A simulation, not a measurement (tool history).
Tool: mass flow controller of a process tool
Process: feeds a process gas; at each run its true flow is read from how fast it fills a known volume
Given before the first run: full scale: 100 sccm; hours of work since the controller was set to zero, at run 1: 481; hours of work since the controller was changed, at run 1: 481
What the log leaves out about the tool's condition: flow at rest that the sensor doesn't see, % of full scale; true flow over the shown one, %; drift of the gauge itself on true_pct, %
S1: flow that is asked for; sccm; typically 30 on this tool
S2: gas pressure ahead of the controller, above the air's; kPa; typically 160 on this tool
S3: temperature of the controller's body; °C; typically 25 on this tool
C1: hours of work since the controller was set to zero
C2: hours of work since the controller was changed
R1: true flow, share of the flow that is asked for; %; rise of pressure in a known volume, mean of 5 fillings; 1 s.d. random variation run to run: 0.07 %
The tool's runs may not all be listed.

{"run": 1, "hour": 0.0, "S1": 30, "S2": 160, "S3": 25, "C1": 481, "C2": 481, "R1": 98.41}
{"run": 2, "hour": 144.5, "S1": 30, "S2": 147, "S3": 25, "C1": 553, "C2": 553, "R1": 98.16}
{"run": 3, "hour": 230.0, "S1": 30, "S2": 147, "S3": 25, "C1": 596, "C2": 596, "R1": 98.19}
{"run": 4, "hour": 385.8, "S1": 30, "S2": 147, "S3": 25, "C1": 674, "C2": 674, "R1": 98.28}
{"run": 5, "hour": 560.7, "S1": 30, "S2": 147, "S3": 25, "C1": 762, "C2": 762, "R1": 98.27}
{"run": 6, "hour": 664.9, "S1": 30, "S2": 147, "S3": 25, "C1": 814, "C2": 814, "R1": 98.17}
{"run": 7, "hour": 858.7, "S1": 30, "S2": 147, "S3": 25, "C1": 912, "C2": 912, "R1": 98.15}
{"run": 8, "hour": 1047.2, "S1": 30, "S2": 147, "S3": 25, "C1": 1006, "C2": 1006, "R1": 98.07}
{"run": 9, "hour": 1183.3, "S1": 30, "S2": 147, "S3": 25, "C1": 1074, "C2": 1074, "R1": 97.96}
{"run": 10, "hour": 1342.9, "S1": 36, "S2": 226, "S3": 29, "C1": 1155, "C2": 1155, "R1": 99.14}
{"run": 11, "hour": 1453.5, "S1": 36, "S2": 226, "S3": 29, "C1": 1210, "C2": 1210, "R1": 99.18}
{"run": 12, "hour": 1632.3, "S1": 30, "S2": 141, "S3": 29, "C1": 1300, "C2": 1300, "R1": 98.24}
{"run": 13, "hour": 1720.5, "S1": 11, "S2": 167, "S3": 34, "C1": 1344, "C2": 1344, "R1": 98.03}
{"run": 14, "hour": 1866.2, "S1": 11, "S2": 167, "S3": 34, "C1": 1417, "C2": 1417, "R1": 98.02}
{"run": 15, "hour": 2021.0, "S1": 30, "S2": 160, "S3": 36, "C1": 1495, "C2": 1495, "R1": 99}
{"run": 16, "hour": 2184.1, "S1": 14, "S2": 229, "S3": 30, "C1": 1577, "C2": 1577, "R1": 98.24}

Expected results for the next run?
{"run": 17, "hour": 2298.2, "S1": 77, "S2": 160, "S3": 22, "C1": 1634, "C2": 1634, "R1": "?"}

R1: 98.77 %
Were there no unlogged condition in the tool, this run, its random variation unchanged, would have produced R1 99.06 %.
